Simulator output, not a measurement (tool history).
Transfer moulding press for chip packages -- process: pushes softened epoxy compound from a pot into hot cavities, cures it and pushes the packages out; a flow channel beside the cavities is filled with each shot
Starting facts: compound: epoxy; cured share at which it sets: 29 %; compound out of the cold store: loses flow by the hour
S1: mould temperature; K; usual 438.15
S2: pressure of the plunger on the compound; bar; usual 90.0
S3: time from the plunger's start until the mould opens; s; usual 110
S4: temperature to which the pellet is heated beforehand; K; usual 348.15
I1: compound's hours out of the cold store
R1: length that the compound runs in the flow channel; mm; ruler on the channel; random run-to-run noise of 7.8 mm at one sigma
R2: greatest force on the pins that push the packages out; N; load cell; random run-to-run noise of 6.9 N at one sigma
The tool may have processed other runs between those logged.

{"run": 1, "day": 0.0, "S1": 438.15, "S2": 90.0, "S3": 110, "S4": 348.15, "I1": 43.2, "R1": 852, "R2": 536}
{"day": 0.117, "done": "cavities cleaned with cleaning compound and waxed"}
{"run": 2, "day": 0.833, "S1": 438.15, "S2": 90.0, "S3": 108, "S4": 348.15, "I1": 11.7, "R1": 1045, "R2": 442}
{"run": 3, "day": 1.533, "S1": 438.15, "S2": 90.0, "S3": 110, "S4": 342.15, "I1": 15.6, "R1": 1017, "R2": 491}
{"run": 4, "day": 2.354, "S1": 438.15, "S2": 104.1, "S3": 110, "S4": 348.15, "I1": 23.7, "R1": 1031, "R2": 536}
{"run": 5, "day": 2.725, "S1": 438.15, "S2": 87.5, "S3": 110, "S4": 348.15, "I1": 35.0, "R1": 890, "R2": 513}
{"run": 6, "day": 3.392, "S1": 438.15, "S2": 90.0, "S3": 91, "S4": 348.15, "I1": 28.3, "R1": 955, "R2": 844}
{"day": 3.971, "done": "cavities cleaned with cleaning compound and waxed"}
{"run": 7, "day": 3.996, "S1": 438.15, "S2": 90.0, "S3": 91, "S4": 356.15, "I1": 31.2, "R1": 908, "R2": 431}
{"run": 8, "day": 4.533, "S1": 438.15, "S2": 90.0, "S3": 91, "S4": 356.15, "I1": 41.3, "R1": 845, "R2": 525}
{"day": 4.667, "done": "mould's thermocouples calibrated"}
{"run": 9, "day": 5.179, "S1": 438.15, "S2": 90.0, "S3": 91, "S4": 356.15, "I1": 22.6, "R1": 966, "R2": 673}
{"run": 10, "day": 5.646, "S1": 438.15, "S2": 90.0, "S3": 110, "S4": 348.15, "I1": 43.7, "R1": 843, "R2": 463}
{"run": 11, "day": 6.154, "S1": 438.15, "S2": 90.0, "S3": 110, "S4": 348.15, "I1": 45.9, "R1": 819, "R2": 484}
{"run": 12, "day": 6.85, "S1": 438.15, "S2": 90.0, "S3": 110, "S4": 357.15, "I1": 21.7, "R1": 972, "R2": 517}
{"day": 7.246, "done": "mould's thermocouples calibrated, once more"}
{"run": 13, "day": 7.708, "S1": 438.15, "S2": 90.0, "S3": 110, "S4": 357.15, "I1": 24.8, "R1": 941, "R2": 562}
{"day": 8.008, "done": "cavities cleaned with cleaning compound and waxed"}
{"run": 14, "day": 8.304, "S1": 438.15, "S2": 90.0, "S3": 110, "S4": 357.15, "I1": 44.8, "R1": 818, "R2": 320}
{"run": 15, "day": 8.738, "S1": 438.15, "S2": 70.6, "S3": 139, "S4": 357.15, "I1": 46.0, "R1": 724, "R2": 304}
{"run": 16, "day": 9.108, "S1": 443.15, "S2": 88.8, "S3": 110, "S4": 339.15, "I1": 25.5, "R1": 897, "R2": 360}
{"run": 17, "day": 9.942, "S1": 443.15, "S2": 88.8, "S3": 110, "S4": 339.15, "I1": 35.3, "R1": 835, "R2": 401}
{"run": 18, "day": 10.596, "S1": 435.15, "S2": 88.8, "S3": 144, "S4": 339.15, "I1": 42.3, "R1": 845, "R2": 426}
{"run": 19, "day": 10.967, "S1": 435.15, "S2": 88.8, "S3": 144, "S4": 339.15, "I1": 30.0, "R1": 907, "R2": 456}
{"run": 20, "day": 11.55, "S1": 435.15, "S2": 88.8, "S3": 144, "S4": 339.15, "I1": 14.9, "R1": 1001, "R2": 465}
{"day": 11.888, "done": "cavities cleaned with cleaning compound and waxed"}
{"run": 21, "day": 12.133, "S1": 435.15, "S2": 88.8, "S3": 144, "S4": 339.15, "I1": 36.4, "R1": 862, "R2": 262}
{"run": 22, "day": 12.6, "S1": 443.15, "S2": 82.2, "S3": 120, "S4": 358.15, "I1": 40.2, "R1": 775, "R2": 298}
{"run": 23, "day": 12.992, "S1": 432.15, "S2": 87.6, "S3": 138, "S4": 350.15, "I1": 21.5, "R1": 970, "R2": 427}
{"run": 24, "day": 13.608, "S1": 444.15, "S2": 68.1, "S3": 110, "S4": 353.15, "I1": 29.9, "R1": 746, "R2": 385}
{"day": 13.921, "done": "plunger's sealing rings changed"}
{"run": 25, "day": 14.475, "S1": 442.15, "S2": 82.2, "S3": 96, "S4": 346.15, "I1": 44.3, "R1": 833, "R2": 526}
{"run": 26, "day": 15.238, "S1": 442.15, "S2": 82.2, "S3": 96, "S4": 346.15, "I1": 16.8, "R1": 961, "R2": 588}
{"run": 27, "day": 15.625, "S1": 442.15, "S2": 82.2, "S3": 96, "S4": 346.15, "I1": 29.1, "R1": 901, "R2": 583}
{"day": 15.867, "done": "cavities cleaned with cleaning compound and waxed"}
{"run": 28, "day": 16.292, "S1": 444.15, "S2": 102.2, "S3": 110, "S4": 348.15, "I1": 30.1, "R1": 992, "R2": 275}

4 options for the next run, each taken on its own from the tool as it stands now. Forecast them:
{"run": "A", "day": 17.108, "S1": 438.15, "S2": 90.0, "S3": 103, "S4": 346.15, "I1": 25.1, "R1": "?", "R2": "?"}
{"run": "B", "day": 17.108, "S1": 444.15, "S2": 73.6, "S3": 110, "S4": 348.15, "I1": 22.8, "R1": "?", "R2": "?"}
{"run": "C", "day": 17.108, "S1": 444.15, "S2": 102.2, "S3": 145, "S4": 347.15, "I1": 15.7, "R1": "?", "R2": "?"}
{"run": "D", "day": 17.108, "S1": 445.15, "S2": 102.2, "S3": 110, "S4": 352.15, "I1": 19.1, "R1": "?", "R2": "?"}

run=A R1=968 R2=516
run=B R1=849 R2=373
run=C R1=1062 R2=310
run=D R1=1047 R2=359
What these runs would have given with no unlogged condition in the tool:
run=A R1=981 R2=336
run=B R1=861 R2=246
run=C R1=1076 R2=200
run=D R1=1061 R2=235

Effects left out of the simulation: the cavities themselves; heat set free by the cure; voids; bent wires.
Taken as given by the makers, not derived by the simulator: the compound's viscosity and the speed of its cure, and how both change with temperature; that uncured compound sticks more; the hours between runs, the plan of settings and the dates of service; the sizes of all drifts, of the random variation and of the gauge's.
